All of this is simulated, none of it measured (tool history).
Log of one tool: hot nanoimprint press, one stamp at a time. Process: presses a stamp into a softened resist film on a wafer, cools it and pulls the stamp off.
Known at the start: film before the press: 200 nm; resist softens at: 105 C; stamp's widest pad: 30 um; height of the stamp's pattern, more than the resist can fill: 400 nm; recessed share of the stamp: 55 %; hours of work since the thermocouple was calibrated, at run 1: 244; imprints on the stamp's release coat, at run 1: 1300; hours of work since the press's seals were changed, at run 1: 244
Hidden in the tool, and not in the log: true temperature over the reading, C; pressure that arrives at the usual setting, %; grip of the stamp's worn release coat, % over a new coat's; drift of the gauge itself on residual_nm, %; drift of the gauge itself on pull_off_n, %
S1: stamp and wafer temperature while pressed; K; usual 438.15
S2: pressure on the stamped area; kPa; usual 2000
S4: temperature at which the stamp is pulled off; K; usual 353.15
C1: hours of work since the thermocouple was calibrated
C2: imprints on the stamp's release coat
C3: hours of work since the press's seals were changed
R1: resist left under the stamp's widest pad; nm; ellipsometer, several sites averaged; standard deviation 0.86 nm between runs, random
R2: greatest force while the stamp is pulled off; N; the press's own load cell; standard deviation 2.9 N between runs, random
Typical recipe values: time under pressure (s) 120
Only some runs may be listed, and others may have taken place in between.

{"run": 1, "hour": 0.0, "S1": 438.15, "S2": 2000, "time under pressure (s)": 120, "S4": 353.15, "C1": 244, "C2": 1300, "C3": 244, "R1": 121.5, "R2": 214}
{"run": 2, "hour": 40.5, "S1": 438.15, "S2": 2000, "time under pressure (s)": 120, "S4": 353.15, "C1": 265, "C2": 1444, "C3": 265, "R1": 120.8, "R2": 226}
{"run": 3, "hour": 95.3, "S1": 438.15, "S2": 2000, "time under pressure (s)": 120, "S4": 346.15, "C1": 294, "C2": 1640, "C3": 294, "R1": 123.4, "R2": 279}
{"run": 4, "hour": 138.6, "S1": 438.15, "S2": 2000, "time under pressure (s)": 120, "S4": 346.15, "C1": 316, "C2": 1794, "C3": 316, "R1": 125.2, "R2": 283}
{"hour": 161.7, "done": "stamp cleaned and given a new release coat"}
{"run": 5, "hour": 198.2, "S1": 438.15, "S2": 2000, "time under pressure (s)": 120, "S4": 353.15, "C1": 344, "C2": 131, "C3": 344, "R1": 125.0, "R2": 149}
{"run": 6, "hour": 241.1, "S1": 438.15, "S2": 2000, "time under pressure (s)": 74, "S4": 353.15, "C1": 366, "C2": 284, "C3": 366, "R1": 141.0, "R2": 153}
{"run": 7, "hour": 304.6, "S1": 438.15, "S2": 2000, "time under pressure (s)": 74, "S4": 353.15, "C1": 399, "C2": 510, "C3": 399, "R1": 141.7, "R2": 173}
{"hour": 357.4, "done": "plate thermocouple calibrated"}
{"run": 8, "hour": 376.5, "S1": 438.15, "S2": 2000, "time under pressure (s)": 74, "S4": 353.15, "C1": 10, "C2": 756, "C3": 435, "R1": 137.6, "R2": 173}
{"run": 9, "hour": 414.9, "S1": 438.15, "S2": 2000, "time under pressure (s)": 74, "S4": 353.15, "C1": 30, "C2": 893, "C3": 455, "R1": 135.2, "R2": 187}
{"run": 10, "hour": 448.7, "S1": 438.15, "S2": 2000, "time under pressure (s)": 74, "S4": 353.15, "C1": 47, "C2": 1014, "C3": 472, "R1": 133.9, "R2": 192}
{"run": 11, "hour": 498.1, "S1": 438.15, "S2": 2000, "time under pressure (s)": 74, "S4": 353.15, "C1": 73, "C2": 1190, "C3": 498, "R1": 137.5, "R2": 207}
{"run": 12, "hour": 547.6, "S1": 438.15, "S2": 2130, "time under pressure (s)": 74, "S4": 353.15, "C1": 99, "C2": 1367, "C3": 524, "R1": 135.3, "R2": 218}
{"run": 13, "hour": 613.6, "S1": 438.15, "S2": 2130, "time under pressure (s)": 74, "S4": 353.15, "C1": 133, "C2": 1602, "C3": 558, "R1": 136.0, "R2": 230}
{"run": 14, "hour": 647.5, "S1": 438.15, "S2": 2130, "time under pressure (s)": 74, "S4": 353.15, "C1": 151, "C2": 1723, "C3": 576, "R1": 134.3, "R2": 246}
{"hour": 689.0, "done": "stamp cleaned and given a new release coat"}
{"run": 15, "hour": 715.3, "S1": 438.15, "S2": 2130, "time under pressure (s)": 74, "S4": 353.15, "C1": 183, "C2": 93, "C3": 608, "R1": 137.8, "R2": 149}
{"run": 16, "hour": 751.2, "S1": 438.15, "S2": 2130, "time under pressure (s)": 74, "S4": 353.15, "C1": 201, "C2": 222, "C3": 626, "R1": 136.1, "R2": 156}
{"run": 17, "hour": 796.0, "S1": 438.15, "S2": 2130, "time under pressure (s)": 74, "S4": 353.15, "C1": 225, "C2": 381, "C3": 650, "R1": 135.9, "R2": 160}
{"run": 18, "hour": 864.5, "S1": 438.15, "S2": 2130, "time under pressure (s)": 74, "S4": 353.15, "C1": 260, "C2": 626, "C3": 685, "R1": 138.5, "R2": 178}
{"run": 19, "hour": 922.5, "S1": 430.15, "S2": 2240, "time under pressure (s)": 135, "S4": 341.15, "C1": 290, "C2": 833, "C3": 715, "R1": 165.1, "R2": 230}
{"run": 20, "hour": 998.4, "S1": 430.15, "S2": 2240, "time under pressure (s)": 135, "S4": 341.15, "C1": 330, "C2": 1103, "C3": 755, "R1": 164.5, "R2": 255}
{"run": 21, "hour": 1060.2, "S1": 430.15, "S2": 2240, "time under pressure (s)": 135, "S4": 341.15, "C1": 362, "C2": 1324, "C3": 787, "R1": 165.4, "R2": 274}
{"run": 22, "hour": 1126.0, "S1": 430.15, "S2": 2240, "time under pressure (s)": 135, "S4": 341.15, "C1": 396, "C2": 1559, "C3": 821, "R1": 164.6, "R2": 293}
{"run": 23, "hour": 1162.8, "S1": 430.15, "S2": 2240, "time under pressure (s)": 135, "S4": 341.15, "C1": 415, "C2": 1690, "C3": 840, "R1": 166.5, "R2": 311}
{"hour": 1186.0, "done": "plate thermocouple calibrated"}
{"run": 24, "hour": 1198.2, "S1": 438.15, "S2": 1310, "time under pressure (s)": 134, "S4": 353.15, "C1": 6, "C2": 1806, "C3": 857, "R1": 134.8, "R2": 243}
{"hour": 1216.5, "done": "stamp cleaned and given a new release coat"}
{"hour": 1224.5, "done": "press's hydraulic seals changed and the load cell set to zero"}
{"run": 25, "hour": 1252.7, "S1": 438.15, "S2": 1310, "time under pressure (s)": 134, "S4": 353.15, "C1": 27, "C2": 100, "C3": 15, "R1": 134.4, "R2": 147}
{"run": 26, "hour": 1297.5, "S1": 448.15, "S2": 1390, "time under pressure (s)": 120, "S4": 340.15, "C1": 51, "C2": 260, "C3": 38, "R1": 83.1, "R2": 195}
{"run": 27, "hour": 1362.2, "S1": 438.15, "S2": 2000, "time under pressure (s)": 120, "S4": 349.15, "C1": 84, "C2": 491, "C3": 71, "R1": 116.8, "R2": 176}
{"run": 28, "hour": 1421.8, "S1": 438.15, "S2": 1890, "time under pressure (s)": 120, "S4": 349.15, "C1": 115, "C2": 704, "C3": 102, "R1": 123.2, "R2": 187}
{"run": 29, "hour": 1459.9, "S1": 438.15, "S2": 2160, "time under pressure (s)": 120, "S4": 353.15, "C1": 135, "C2": 839, "C3": 122, "R1": 116.1, "R2": 188}

4 options for the next run, each taken on its own from the tool as it stands now. Forecast them:
{"run": "A", "hour": 1503.9, "S1": 438.15, "S2": 2160, "time under pressure (s)": 82, "S4": 353.15, "C1": 158, "C2": 997, "C3": 145, "R1": "?", "R2": "?"}
{"run": "B", "hour": 1503.9, "S1": 437.15, "S2": 2160, "time under pressure (s)": 120, "S4": 353.15, "C1": 158, "C2": 997, "C3": 145, "R1": "?", "R2": "?"}
{"run": "C", "hour": 1503.9, "S1": 438.15, "S2": 2160, "time under pressure (s)": 63, "S4": 353.15, "C1": 158, "C2": 997, "C3": 145, "R1": "?", "R2": "?"}
{"run": "D", "hour": 1503.9, "S1": 438.15, "S2": 2030, "time under pressure (s)": 68, "S4": 344.15, "C1": 158, "C2": 997, "C3": 145, "R1": "?", "R2": "?"}

run=A R1=129.0 R2=198
run=B R1=123.5 R2=194
run=C R1=139.5 R2=191
run=D R1=137.6 R2=232
With the hidden condition removed and each run's random variation left untouched, the same runs would have given:
run=A R1=126.0 R2=139
run=B R1=120.3 R2=136
run=C R1=136.5 R2=134
run=D R1=134.7 R2=163

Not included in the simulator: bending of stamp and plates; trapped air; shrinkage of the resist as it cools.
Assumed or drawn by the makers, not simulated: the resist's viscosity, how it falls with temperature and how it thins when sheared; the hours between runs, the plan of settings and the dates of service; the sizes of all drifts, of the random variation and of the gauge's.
